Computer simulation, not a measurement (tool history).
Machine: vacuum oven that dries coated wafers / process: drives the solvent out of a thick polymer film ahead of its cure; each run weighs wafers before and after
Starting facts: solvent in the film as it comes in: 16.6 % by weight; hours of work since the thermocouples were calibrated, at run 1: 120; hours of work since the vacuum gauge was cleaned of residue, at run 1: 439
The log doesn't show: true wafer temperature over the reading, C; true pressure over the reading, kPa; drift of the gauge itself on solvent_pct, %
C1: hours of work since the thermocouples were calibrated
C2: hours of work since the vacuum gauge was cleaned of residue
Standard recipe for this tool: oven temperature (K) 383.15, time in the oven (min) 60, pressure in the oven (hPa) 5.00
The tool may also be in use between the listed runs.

Run 1, day 0.000: usual settings; C1 120; C2 439. Result: solvent left in the film (%) 0.97.
Run 2, day 1.558: usual settings but oven temperature (K) 385.15; C1 149; C2 469. Result: solvent left in the film (%) 0.76.
Run 3, day 2.700: usual settings but time in the oven (min) 56; C1 171; C2 491. Result: solvent left in the film (%) 1.14.
Run 4, day 4.404: usual settings but time in the oven (min) 56; C1 204; C2 523. Result: solvent left in the film (%) 1.14.
Run 5, day 5.521: usual settings; C1 225; C2 545. Result: solvent left in the film (%) 0.97.
Run 6, day 6.688: usual settings; C1 248; C2 567. Result: solvent left in the film (%) 0.95.
Run 7, day 7.733: usual settings; C1 268; C2 587. Result: solvent left in the film (%) 0.96.
Run 8, day 8.596: usual settings; C1 284; C2 604. Result: solvent left in the film (%) 0.97.
At day 8.800: vacuum gauge cleaned of residue and calibrated.
Run 9, day 10.358: usual settings but oven temperature (K) 370.15, time in the oven (min) 57, pressure in the oven (hPa) 9.51; C1 317; C2 30. Result: solvent left in the film (%) 4.21.
At day 11.492: vacuum gauge cleaned of residue and calibrated, once more.
Run 10, day 12.208: usual settings but oven temperature (K) 372.15; C1 351; C2 14. Result: solvent left in the film (%) 3.07.
Run 11, day 13.717: usual settings but oven temperature (K) 378.15, time in the oven (min) 59, pressure in the oven (hPa) 12.57; C1 380; C2 43. Result: solvent left in the film (%) 1.96.
Run 12, day 15.483: usual settings but oven temperature (K) 378.15, time in the oven (min) 59, pressure in the oven (hPa) 12.57; C1 414; C2 76. Result: solvent left in the film (%) 1.97.
Run 13, day 16.658: usual settings but oven temperature (K) 392.15, time in the oven (min) 77; C1 436; C2 99. Result: solvent left in the film (%) 0.17.
Run 14, day 18.546: usual settings but oven temperature (K) 381.15, time in the oven (min) 91, pressure in the oven (hPa) 5.48; C1 472; C2 135. Result: solvent left in the film (%) 0.44.
Run 15, day 19.992: usual settings but time in the oven (min) 34; C1 500; C2 163. Result: solvent left in the film (%) 2.65.

Consider 5 possible next runs. They are alternatives, not a sequence: every one starts from the tool as it was left by run 15. What does each give?
Run A, day 20.788: usual settings but oven temperature (K) 390.15, time in the oven (min) 96, pressure in the oven (hPa) 11.70; C1 515; C2 178. Result: solvent left in the film (%) ?.
Run B, day 20.788: usual settings but oven temperature (K) 388.15, time in the oven (min) 70, pressure in the oven (hPa) 7.20; C1 515; C2 178. Result: solvent left in the film (%) ?.
Run C, day 20.788: usual settings but oven temperature (K) 393.15, time in the oven (min) 61, pressure in the oven (hPa) 6.08; C1 515; C2 178. Result: solvent left in the film (%) ?.
Run D, day 20.788: usual settings but oven temperature (K) 369.15, time in the oven (min) 34; C1 515; C2 178. Result: solvent left in the film (%) ?.
Run E, day 20.788: usual settings but time in the oven (min) 62; C1 515; C2 178. Result: solvent left in the film (%) ?.

run  solvent left in the film (%)
  A                          0.30
  B                          0.35
  C                          0.24
  D                          6.63
  E                          0.80
What these runs would have given with no unlogged condition in the tool:
run  solvent left in the film (%)
  A                          0.29
  B                          0.37
  C                          0.24
  D                          6.84
  E                          0.88

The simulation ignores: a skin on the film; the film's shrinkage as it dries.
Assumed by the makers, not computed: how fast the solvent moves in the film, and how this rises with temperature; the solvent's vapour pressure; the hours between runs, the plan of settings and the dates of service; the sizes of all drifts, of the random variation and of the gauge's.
